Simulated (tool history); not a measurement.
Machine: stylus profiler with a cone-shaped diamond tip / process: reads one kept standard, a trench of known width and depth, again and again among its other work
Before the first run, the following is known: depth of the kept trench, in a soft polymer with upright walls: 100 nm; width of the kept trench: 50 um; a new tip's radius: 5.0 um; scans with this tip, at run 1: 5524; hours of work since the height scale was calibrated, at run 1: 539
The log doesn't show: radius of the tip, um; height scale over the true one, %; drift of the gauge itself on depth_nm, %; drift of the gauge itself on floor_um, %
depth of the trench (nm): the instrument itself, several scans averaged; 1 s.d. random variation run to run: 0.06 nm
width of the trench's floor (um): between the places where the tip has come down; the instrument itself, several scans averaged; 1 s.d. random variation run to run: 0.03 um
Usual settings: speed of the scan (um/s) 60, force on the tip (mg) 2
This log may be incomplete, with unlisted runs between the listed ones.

run,hour,speed of the scan (um/s),force on the tip (mg),scans with this tip,hours of work since the height scale was calibrated,depth of the trench (nm),width of the trench's floor (um)
1,0,60,2,5524,539,100.76,47.5
2,44.5,166,2,5850,571,100.82,46.74
3,81.7,166,2,6121,597,100.87,46.81
4,111.3,60,2,6338,619,100.8,47.58
5,142.8,60,2,6568,641,100.84,47.58
6,177.8,60,2,6824,666,100.82,47.55
7,199.8,50,2,6985,682,100.83,47.63
8,240.4,50,2,7282,711,100.71,47.63
9,275.9,50,2,7541,736,100.75,47.65
10,318,189,2,7849,766,100.93,46.64
11,362.5,134,2,8175,798,100.85,47.01
12,384,134,2,8332,813,100.76,47.02
13,422,134,2,8609,840,100.88,47.02
14,467.6,134,2,8943,873,100.76,47.06
15,500.3,107,0.76,9182,896,100.49,46.72
16,536.8,105,4.85,9450,922,101.5,47.52
17,574.8,105,4.85,9727,949,101.52,47.54
18,614.6,60,5.42,10018,978,101.64,47.75

The next listed run, before its measurement:
19,647.6,60,2.34,10260,1001,?,?

Run 19 came out at depth of the trench (nm) 100.9, width of the trench's floor (um) 47.55.
With the hidden condition absent and the run-to-run variation left alone, this run would have shown depth of the trench (nm) 100.91, width of the trench's floor (um) 47.56.
